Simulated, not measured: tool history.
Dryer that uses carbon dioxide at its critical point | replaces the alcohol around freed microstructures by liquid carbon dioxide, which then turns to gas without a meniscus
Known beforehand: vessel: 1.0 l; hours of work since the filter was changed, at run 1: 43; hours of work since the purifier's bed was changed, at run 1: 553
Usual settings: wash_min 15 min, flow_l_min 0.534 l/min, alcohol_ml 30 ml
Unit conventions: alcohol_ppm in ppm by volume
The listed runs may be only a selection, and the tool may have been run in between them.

| run | hour | wash_min | flow_l_min | alcohol_ml | hours of work since the filter was changed | hours of work since the purifier's bed was changed | alcohol_ppm |
|---|---|---|---|---|---|---|---|
| 1 | 0.0 | 15 | 0.534 | 30 | 43 | 553 | 88 |
| 2 | 18.5 | 12 | 0.534 | 30 | 58 | 567 | 153 |
| 3 | 34.5 | 10 | 0.534 | 30 | 70 | 579 | 284 |
| 4 | 44.3 | 14 | 0.534 | 30 | 78 | 587 | 109 |
| 5 | 62.2 | 14 | 0.534 | 30 | 92 | 601 | 118 |
|  | 73.4 | purifier's bed changed |
| 6 | 76.3 | 14 | 0.534 | 30 | 100 | 2 | 37 |
| 7 | 87.8 | 14 | 0.523 | 30 | 109 | 11 | 51 |
| 8 | 99.3 | 15 | 0.534 | 30 | 118 | 20 | 30 |
| 9 | 117.8 | 15 | 0.534 | 30 | 132 | 34 | 25 |
| 10 | 132.7 | 20 | 0.342 | 30 | 144 | 46 | 85 |
| 11 | 151.4 | 19 | 0.334 | 30 | 158 | 61 | 131 |
| 12 | 170.1 | 19 | 0.334 | 30 | 173 | 75 | 131 |
| 13 | 185.3 | 10 | 0.484 | 64 | 185 | 87 | 867 |
| 14 | 197.0 | 10 | 0.534 | 34 | 194 | 96 | 296 |
| 15 | 209.0 | 12 | 0.391 | 55 | 203 | 105 | 929 |

Here are 4 independent what-if runs from the current tool condition. What would each one return?
| A | 226.1 | 11 | 0.756 | 55 | 216 | 119 | ? |
| B | 226.1 | 12 | 0.534 | 46 | 216 | 119 | ? |
| C | 226.1 | 13 | 0.698 | 96 | 216 | 119 | ? |
| D | 226.1 | 13 | 0.536 | 25 | 216 | 119 | ? |

| run | alcohol_ppm |
|---|---|
| A | 40 |
| B | 169 |
| C | 51 |
| D | 70 |
Had the tool no hidden state, the same runs would have come out as:
| run | alcohol_ppm |
|---|---|
| A | 14 |
| B | 107 |
| C | 25 |
| D | 37 |
